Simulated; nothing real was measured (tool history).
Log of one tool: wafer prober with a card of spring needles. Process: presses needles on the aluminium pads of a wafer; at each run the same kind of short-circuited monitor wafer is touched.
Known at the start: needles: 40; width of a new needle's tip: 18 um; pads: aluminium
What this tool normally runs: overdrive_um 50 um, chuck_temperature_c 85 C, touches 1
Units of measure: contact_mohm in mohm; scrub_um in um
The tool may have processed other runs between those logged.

run	hour	overdrive_um	chuck_temperature_c	touches	contact_mohm	scrub_um
1	0	50	85	1	404	11.55
# hour 1.2: tips cleaned on abrasive film
# hour 6.6: tips cleaned on abrasive film
# hour 12: tips cleaned on abrasive film
2	16.3	50	85	1	436	11.21
# hour 17.4: tips cleaned on abrasive film
# hour 22.9: tips cleaned on abrasive film
# hour 27.2: tips cleaned on abrasive film
# hour 32.6: tips cleaned on abrasive film
# hour 37: tips cleaned on abrasive film
# hour 42.4: tips cleaned on abrasive film
3	46.5	50	85	1	434	11.06
# hour 47.6: tips cleaned on abrasive film
# hour 52: tips cleaned on abrasive film
# hour 57.4: tips cleaned on abrasive film
# hour 62.9: tips cleaned on abrasive film
4	66	39	85	1	541	7.99
# hour 68.2: tips cleaned on abrasive film
# hour 72.6: tips cleaned on abrasive film
# hour 78: tips cleaned on abrasive film
# hour 82.4: tips cleaned on abrasive film
# hour 87.8: tips cleaned on abrasive film
# hour 92.2: tips cleaned on abrasive film
5	96	39	85	1	649	7.84
# hour 97.2: tips cleaned on abrasive film
# hour 102.6: tips cleaned on abrasive film
# hour 107: tips cleaned on abrasive film
# hour 112.4: tips cleaned on abrasive film
# hour 116.8: tips cleaned on abrasive film
# hour 121.3: height of the first contact set anew
# hour 121.7: tips cleaned on abrasive film
6	121.7	50	85	1	268	13.51
# hour 127.2: tips cleaned on abrasive film
# hour 132.6: tips cleaned on abrasive film
7	134.8	50	85	1	336	13.41
# hour 137: tips cleaned on abrasive film
# hour 139.3: tips cleaned on abrasive film, once more
# hour 143.6: tips cleaned on abrasive film
# hour 149.1: tips cleaned on abrasive film
8	151.6	50	85	1	357	13.31
# hour 153.8: tips cleaned on abrasive film
# hour 158.2: tips cleaned on abrasive film
# hour 162.5: tips cleaned on abrasive film
# hour 168: tips cleaned on abrasive film
# hour 173.4: tips cleaned on abrasive film
9	175.2	50	85	1	331	13.24
# hour 178.5: tips cleaned on abrasive film
# hour 182.8: tips cleaned on abrasive film
# hour 187.2: tips cleaned on abrasive film
# hour 192.6: tips cleaned on abrasive film
# hour 198.1: tips cleaned on abrasive film
# hour 202.4: tips cleaned on abrasive film
10	204.1	50	85	1	320	13.27
# hour 207.4: tips cleaned on abrasive film
# hour 212.8: tips cleaned on abrasive film
# hour 218.2: tips cleaned on abrasive film
# hour 223.6: tips cleaned on abrasive film
11	223.8	50	85	1	281	13.24
# hour 228.1: tips cleaned on abrasive film
# hour 233.6: tips cleaned on abrasive film
# hour 239: tips cleaned on abrasive film
# hour 244.4: tips cleaned on abrasive film
# hour 249.8: tips cleaned on abrasive film
12	250.4	50	85	1	303	12.64
# hour 254.8: tips cleaned on abrasive film
# hour 260.2: tips cleaned on abrasive film
# hour 265.6: tips cleaned on abrasive film
13	266.4	50	85	1	306	12.79
# hour 270.7: tips cleaned on abrasive film
# hour 275.1: tips cleaned on abrasive film
# hour 280.5: tips cleaned on abrasive film
14	281.4	32	85	1	424	7.79
# hour 285.8: tips cleaned on abrasive film
# hour 291.2: tips cleaned on abrasive film
# hour 296.6: tips cleaned on abrasive film
15	298.2	49	85	1	324	12.38
# hour 301.5: tips cleaned on abrasive film
# hour 306.9: tips cleaned on abrasive film
16	310.8	49	85	1	432	12.51
# hour 311.9: tips cleaned on abrasive film
# hour 317.3: tips cleaned on abrasive film
# hour 322.8: tips cleaned on abrasive film
# hour 328.2: tips cleaned on abrasive film
# hour 332.6: tips cleaned on abrasive film
# hour 338: tips cleaned on abrasive film
17	338.9	49	85	1	318	12.09
# hour 343.3: tips cleaned on abrasive film
# hour 347.6: tips cleaned on abrasive film
# hour 353.1: tips cleaned on abrasive film
# hour 358.5: tips cleaned on abrasive film
# hour 363.9: tips cleaned on abrasive film
18	365.2	49	85	1	353	11.88
# hour 368.5: tips cleaned on abrasive film
# hour 372.8: tips cleaned on abrasive film
# hour 378.3: tips cleaned on abrasive film
# hour 383.7: tips cleaned on abrasive film
# hour 389.1: tips cleaned on abrasive film
19	389.2	49	85	1	281	11.89
# hour 393.6: tips cleaned on abrasive film
# hour 397.9: tips cleaned on abrasive film
# hour 403.4: tips cleaned on abrasive film
# hour 408.8: tips cleaned on abrasive film
# hour 414.2: tips cleaned on abrasive film
20	416.7	49	85	1	400	11.73
# hour 419: tips cleaned on abrasive film
# hour 424.4: tips cleaned on abrasive film
# hour 428.8: tips cleaned on abrasive film
# hour 433.3: tips cleaned on abrasive film
21	433.3	66	124	2	268	16.31
# hour 437.6: tips cleaned on abrasive film
# hour 443.1: tips cleaned on abrasive film
# hour 448.5: tips cleaned on abrasive film
22	452.7	46	99	2	410	10.71
# hour 453.9: tips cleaned on abrasive film
# hour 459.3: tips cleaned on abrasive film
# hour 464.8: tips cleaned on abrasive film
# hour 469.1: tips cleaned on abrasive film
# hour 474.6: tips cleaned on abrasive film
23	477.7	63	47	1	350	15.2
# hour 480: tips cleaned on abrasive film
# hour 485.4: tips cleaned on abrasive film
# hour 489.8: tips cleaned on abrasive film
# hour 495.2: tips cleaned on abrasive film
24	495.9	39	47	2	340	8.68
# hour 500.3: tips cleaned on abrasive film
# hour 505.7: tips cleaned on abrasive film
# hour 511.1: tips cleaned on abrasive film
25	515.3	39	47	2	513	8.46
# hour 516.4: tips cleaned on abrasive film
# hour 521.8: tips cleaned on abrasive film
# hour 527.3: tips cleaned on abrasive film
26	531.2	39	47	2	499	8.44
# hour 532.4: tips cleaned on abrasive film
# hour 537.8: tips cleaned on abrasive film
# hour 543.2: tips cleaned on abrasive film
# hour 548.7: tips cleaned on abrasive film
# hour 554.1: tips cleaned on abrasive film
# hour 558.4: tips cleaned on abrasive film
27	562.2	39	47	2	514	8.26

Below are 3 alternative next runs, each starting from the tool's condition after run 27. Predict each:
# hour 563.4: tips cleaned on abrasive film
# hour 568.8: tips cleaned on abrasive film
# hour 574.2: tips cleaned on abrasive film
A	578.3	58	85	2	?	?
# hour 563.4: tips cleaned on abrasive film
# hour 568.8: tips cleaned on abrasive film
# hour 574.2: tips cleaned on abrasive film
B	578.3	39	47	1	?	?
# hour 563.4: tips cleaned on abrasive film
# hour 568.8: tips cleaned on abrasive film
# hour 574.2: tips cleaned on abrasive film
C	578.3	39	30	1	?	?

run	contact_mohm	scrub_um
A	354	13.38
B	687	8.21
C	695	8.06
With no hidden state in the tool, these same runs would have given:
run	contact_mohm	scrub_um
A	245	15.82
B	243	10.69
C	240	10.53
